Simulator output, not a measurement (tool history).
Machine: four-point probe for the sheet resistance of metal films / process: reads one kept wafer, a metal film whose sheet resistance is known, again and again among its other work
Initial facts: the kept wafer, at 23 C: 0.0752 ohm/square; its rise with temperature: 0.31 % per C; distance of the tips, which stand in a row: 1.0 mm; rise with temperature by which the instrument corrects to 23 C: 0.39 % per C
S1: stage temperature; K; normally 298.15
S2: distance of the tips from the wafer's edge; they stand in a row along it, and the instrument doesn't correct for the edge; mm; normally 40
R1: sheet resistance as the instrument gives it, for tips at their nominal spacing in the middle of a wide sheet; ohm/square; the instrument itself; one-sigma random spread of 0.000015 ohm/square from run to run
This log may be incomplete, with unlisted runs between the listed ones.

run,day,S1,S2,R1
1,0.000,298.15,40,0.075113
2,3.975,298.15,40,0.075150
3,6.762,298.15,40,0.075118
4,10.808,298.15,40,0.075120
5,14.892,295.15,40,0.075308
6,19.558,298.15,4,0.077518
7,23.600,298.15,42,0.075129
8,25.950,298.15,40,0.075125
9,28.212,298.15,40,0.075108
# day 29.221: new probe head fitted
10,32.033,298.15,40,0.075114
11,34.871,298.15,40,0.075107
12,38.196,298.15,40,0.075109
13,42.292,298.15,40,0.075079
14,44.675,298.15,40,0.075123
15,48.204,298.15,40,0.075116
16,50.883,298.15,40,0.075113
17,55.729,296.15,40,0.075209
18,59.946,298.15,11,0.075404
19,63.183,292.15,14,0.075628
20,67.892,298.15,11,0.075425
21,72.154,293.15,65,0.075398
22,75.129,301.15,5,0.076503
23,78.400,293.15,64,0.075392
24,82.304,293.15,64,0.075386
25,87.312,293.15,64,0.075397
26,90.533,293.15,40,0.075412
27,94.650,293.15,40,0.075403
28,98.738,293.15,40,0.075387
29,102.033,299.15,40,0.075072
30,104.292,299.15,40,0.075059
31,107.921,299.15,40,0.075067
# day 109.642: stage's thermometer calibrated
32,112.429,299.15,40,0.075084
33,114.825,306.15,26,0.074729

Results for each run, recomputed without the tool's hidden state and with each run's random variation untouched:
The hidden state here: inner tips' distance over the nominal, %; tips' flats over new ones', %; wafer's true temperature over the reading, C; drift of the gauge itself on sheet_ohm, %.
run,R1
1,0.075100
2,0.075137
3,0.075105
4,0.075106
5,0.075294
6,0.077503
7,0.075114
8,0.075110
9,0.075093
10,0.075116
11,0.075109
12,0.075111
13,0.075081
14,0.075124
15,0.075117
16,0.075114
17,0.075209
18,0.075404
19,0.075628
20,0.075425
21,0.075397
22,0.076502
23,0.075390
24,0.075384
25,0.075395
26,0.075409
27,0.075400
28,0.075384
29,0.075069
30,0.075055
31,0.075063
32,0.075076
33,0.074721
